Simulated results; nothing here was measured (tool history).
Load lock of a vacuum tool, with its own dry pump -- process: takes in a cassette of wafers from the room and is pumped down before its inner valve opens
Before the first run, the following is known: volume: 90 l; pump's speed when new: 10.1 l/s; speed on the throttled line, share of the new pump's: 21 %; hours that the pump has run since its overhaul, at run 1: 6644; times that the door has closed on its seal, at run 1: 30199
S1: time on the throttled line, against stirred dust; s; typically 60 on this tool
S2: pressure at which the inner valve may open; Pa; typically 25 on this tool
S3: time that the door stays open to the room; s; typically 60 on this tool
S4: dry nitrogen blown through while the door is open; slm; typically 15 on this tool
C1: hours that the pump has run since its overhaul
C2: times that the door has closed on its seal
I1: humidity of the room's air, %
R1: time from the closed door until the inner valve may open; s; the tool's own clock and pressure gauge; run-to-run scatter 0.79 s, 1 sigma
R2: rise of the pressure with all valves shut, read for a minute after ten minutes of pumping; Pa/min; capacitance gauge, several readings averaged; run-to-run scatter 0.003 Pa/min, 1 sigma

| run | hour | S1 | S2 | S3 | S4 | C1 | C2 | I1 | R1 | R2 |
|---|---|---|---|---|---|---|---|---|---|---|
| 1 | 0.0 | 60 | 25 | 60 | 15 | 6644 | 30199 | 46.9 | 129.5 | 0.172 |
| 2 | 278.1 | 60 | 25 | 60 | 15 | 6922 | 30657 | 40.1 | 129.8 | 0.186 |
| 3 | 504.8 | 60 | 19 | 60 | 15 | 7149 | 31030 | 45.6 | 133.1 | 0.193 |
| 4 | 932.2 | 60 | 19 | 60 | 15 | 7576 | 31734 | 47.2 | 133.2 | 0.194 |
| 5 | 1279.4 | 60 | 25 | 60 | 15 | 7923 | 32306 | 43.8 | 132.3 | 0.197 |
| 6 | 1699.9 | 60 | 25 | 60 | 14 | 8344 | 32999 | 43.6 | 131.7 | 0.198 |
| 7 | 2145.1 | 45 | 25 | 60 | 15 | 8789 | 33732 | 45.0 | 122.2 | 0.205 |
| 8 | 2431.5 | 45 | 25 | 60 | 15 | 9076 | 34204 | 43.2 | 122.4 | 0.208 |
| 9 | 2712.4 | 60 | 25 | 60 | 15 | 9356 | 34666 | 41.0 | 134.8 | 0.216 |
| 10 | 3099.2 | 60 | 25 | 60 | 15 | 9743 | 35304 | 48.2 | 134.5 | 0.219 |
| 11 | 3346.2 | 60 | 25 | 60 | 15 | 9990 | 35710 | 43.6 | 135.4 | 0.219 |
| 12 | 3645.6 | 60 | 25 | 60 | 15 | 10290 | 36204 | 46.2 | 137.1 | 0.224 |
| 13 | 3836.3 | 60 | 25 | 60 | 15 | 10480 | 36518 | 42.9 | 137.7 | 0.230 |
| 14 | 4203.4 | 60 | 25 | 60 | 15 | 10847 | 37122 | 43.2 | 137.2 | 0.242 |
| 15 | 4559.8 | 60 | 25 | 60 | 15 | 11204 | 37709 | 43.3 | 137.4 | 0.253 |
| 16 | 4826.6 | 60 | 25 | 60 | 15 | 11471 | 38149 | 43.8 | 139.5 | 0.247 |
| 17 | 5254.4 | 60 | 25 | 44 | 15 | 11898 | 38853 | 45.7 | 138.7 | 0.257 |
| 18 | 5559.8 | 60 | 25 | 203 | 15 | 12204 | 39356 | 44.5 | 139.1 | 0.289 |
| 19 | 6000.1 | 60 | 31 | 60 | 15 | 12644 | 40082 | 49.1 | 140.0 | 0.278 |
|  | 6159.4 | dry pump taken out, an overhauled one fitted |
| 20 | 6319.7 | 60 | 35 | 36 | 14 | 160 | 40598 | 43.5 | 118.3 | 0.276 |

The next listed run, before its measurement:
| 21 | 6533.4 | 60 | 35 | 36 | 14 | 374 | 40950 | 46.4 | ? | ? |

For run 21 the tool returned R1 118.2 s, R2 0.269 Pa/min.
Had the tool carried no hidden state, the very same run would have given R1 117.9 s, R2 0.025 Pa/min.
